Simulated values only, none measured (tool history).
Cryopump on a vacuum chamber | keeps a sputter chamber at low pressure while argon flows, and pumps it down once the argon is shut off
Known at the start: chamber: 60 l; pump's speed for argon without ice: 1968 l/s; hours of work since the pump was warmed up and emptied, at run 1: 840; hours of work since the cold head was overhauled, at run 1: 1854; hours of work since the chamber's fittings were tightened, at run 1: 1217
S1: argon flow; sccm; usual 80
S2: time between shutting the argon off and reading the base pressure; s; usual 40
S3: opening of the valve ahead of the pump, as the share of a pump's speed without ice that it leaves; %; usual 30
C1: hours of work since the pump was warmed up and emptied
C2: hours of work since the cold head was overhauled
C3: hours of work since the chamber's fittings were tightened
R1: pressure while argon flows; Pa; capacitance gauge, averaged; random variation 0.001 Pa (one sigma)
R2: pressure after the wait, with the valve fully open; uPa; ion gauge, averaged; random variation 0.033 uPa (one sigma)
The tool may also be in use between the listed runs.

Run 1, day 0.000: usual settings; C1 840; C2 1854; C3 1217. Result: R1 0.2582 Pa, R2 2.27 uPa.
Run 2, day 2.462: usual settings; C1 874; C2 1888; C3 1251. Result: R1 0.2593 Pa, R2 2.30 uPa.
Run 3, day 5.275: usual settings but S3 26 %; C1 913; C2 1927; C3 1290. Result: R1 0.2982 Pa, R2 2.38 uPa.
At day 6.058: pump warmed up, emptied and cooled again.
Run 4, day 7.625: usual settings but S3 26 %; C1 22; C2 1957; C3 1320. Result: R1 0.2655 Pa, R2 2.18 uPa.
Run 5, day 9.450: usual settings but S3 26 %; C1 47; C2 1982; C3 1345. Result: R1 0.2676 Pa, R2 2.13 uPa.
Run 6, day 12.879: usual settings but S2 90 s; C1 94; C2 2029; C3 1393. Result: R1 0.2336 Pa, R2 1.31 uPa.
Run 7, day 16.679: usual settings but S2 90 s; C1 147; C2 2082; C3 1445. Result: R1 0.2336 Pa, R2 1.31 uPa.
Run 8, day 18.617: usual settings but S3 37 %; C1 174; C2 2109; C3 1472. Result: R1 0.1927 Pa, R2 2.20 uPa.
Run 9, day 22.108: usual settings but S3 25 %; C1 222; C2 2157; C3 1520. Result: R1 0.2819 Pa, R2 2.24 uPa.
Run 10, day 25.367: usual settings but S3 25 %; C1 267; C2 2202; C3 1566. Result: R1 0.2837 Pa, R2 2.19 uPa.
Run 11, day 29.238: usual settings but S3 25 %; C1 321; C2 2256; C3 1619. Result: R1 0.2878 Pa, R2 2.30 uPa.
Run 12, day 31.229: usual settings but S3 25 %; C1 348; C2 2283; C3 1647. Result: R1 0.2858 Pa, R2 2.31 uPa.
Run 13, day 33.050: usual settings but S3 25 %; C1 374; C2 2309; C3 1672. Result: R1 0.2880 Pa, R2 2.29 uPa.
Run 14, day 34.717: usual settings but S3 25 %; C1 397; C2 2332; C3 1695. Result: R1 0.2889 Pa, R2 2.31 uPa.
Run 15, day 36.317: usual settings but S3 25 %; C1 419; C2 2354; C3 1717. Result: R1 0.2896 Pa, R2 2.30 uPa.
Run 16, day 39.433: usual settings but S3 25 %; C1 462; C2 2397; C3 1760. Result: R1 0.2908 Pa, R2 2.37 uPa.
Run 17, day 42.729: usual settings but S2 283 s; C1 508; C2 2443; C3 1806. Result: R1 0.2453 Pa, R2 1.01 uPa.
Run 18, day 44.529: usual settings but S1 83 sccm, S2 72 s, S3 42 %; C1 533; C2 2468; C3 1831. Result: R1 0.1905 Pa, R2 1.68 uPa.
Run 19, day 48.088: usual settings but S2 49 s; C1 582; C2 2517; C3 1880. Result: R1 0.2503 Pa, R2 2.09 uPa.
Run 20, day 51.150: usual settings but S2 49 s; C1 624; C2 2559; C3 1923. Result: R1 0.2522 Pa, R2 2.11 uPa.
Run 21, day 54.183: usual settings but S1 44 sccm, S2 55 s, S3 48 %; C1 666; C2 2601; C3 1965. Result: R1 0.0930 Pa, R2 2.13 uPa.
Run 22, day 57.612: usual settings but S1 44 sccm, S2 97 s, S3 52 %; C1 714; C2 2649; C3 2012. Result: R1 0.0875 Pa, R2 1.58 uPa.
Run 23, day 59.812: usual settings but S1 44 sccm, S2 42 s, S3 52 %; C1 744; C2 2679; C3 2042. Result: R1 0.0877 Pa, R2 2.43 uPa.
Run 24, day 61.467: usual settings but S1 153 sccm, S2 181 s; C1 767; C2 2702; C3 2065. Result: R1 0.4888 Pa, R2 1.30 uPa.
Run 25, day 63.675: usual settings but S2 239 s, S3 16 %; C1 798; C2 2733; C3 2096. Result: R1 0.4598 Pa, R2 1.23 uPa.
Run 26, day 66.712: usual settings but S1 63 sccm, S3 50 %; C1 840; C2 2775; C3 2138. Result: R1 0.1329 Pa, R2 2.59 uPa.
Run 27, day 69.938: usual settings but S1 63 sccm, S3 50 %; C1 884; C2 2819; C3 2183. Result: R1 0.1336 Pa, R2 2.65 uPa.
Run 28, day 71.900: usual settings but S2 25 s, S3 18 %; C1 912; C2 2847; C3 2210. Result: R1 0.4154 Pa, R2 3.63 uPa.
At day 72.571: pump warmed up, emptied and cooled again.
Run 29, day 74.271: usual settings but S1 34 sccm, S2 72 s; C1 24; C2 2877; C3 2240. Result: R1 0.0978 Pa, R2 1.63 uPa.
Run 30, day 77.588: usual settings but S1 34 sccm, S2 72 s, S3 55 %; C1 70; C2 2922; C3 2286. Result: R1 0.0553 Pa, R2 1.71 uPa.
Run 31, day 79.533: usual settings but S1 34 sccm, S2 72 s, S3 39 %; C1 96; C2 2949; C3 2313. Result: R1 0.0778 Pa, R2 1.64 uPa.
Run 32, day 82.012: usual settings; C1 131; C2 2984; C3 2347. Result: R1 0.2345 Pa, R2 2.43 uPa.
Run 33, day 85.362: usual settings but S1 49 sccm, S2 32 s; C1 177; C2 3030; C3 2393. Result: R1 0.1466 Pa, R2 2.91 uPa.

How the hidden state differs across the entries between the runs, from the last listed run before each to the first after it:
Between runs 3 and 4: pump warmed up, emptied and cooled again (day 6.058)
  pump's speed, % of a pump's without ice: 68.7 -> 99.1; cold plate's temperature, K: 13.22 -> 13.24; leak into the chamber, uPa l/s: 972 -> 988
  measured less the result without the state, R1: +0.0339 -> +0.0024 Pa; R2: +0.59 -> +0.37 uPa
Between runs 28 and 29: pump warmed up, emptied and cooled again (day 72.571)
  pump's speed, % of a pump's without ice: 68.9 -> 99; cold plate's temperature, K: 13.8 -> 13.81; leak into the chamber, uPa l/s: 1398 -> 1413
  measured less the result without the state, R1: +0.0347 -> +0.0014 Pa; R2: +0.92 -> +0.59 uPa
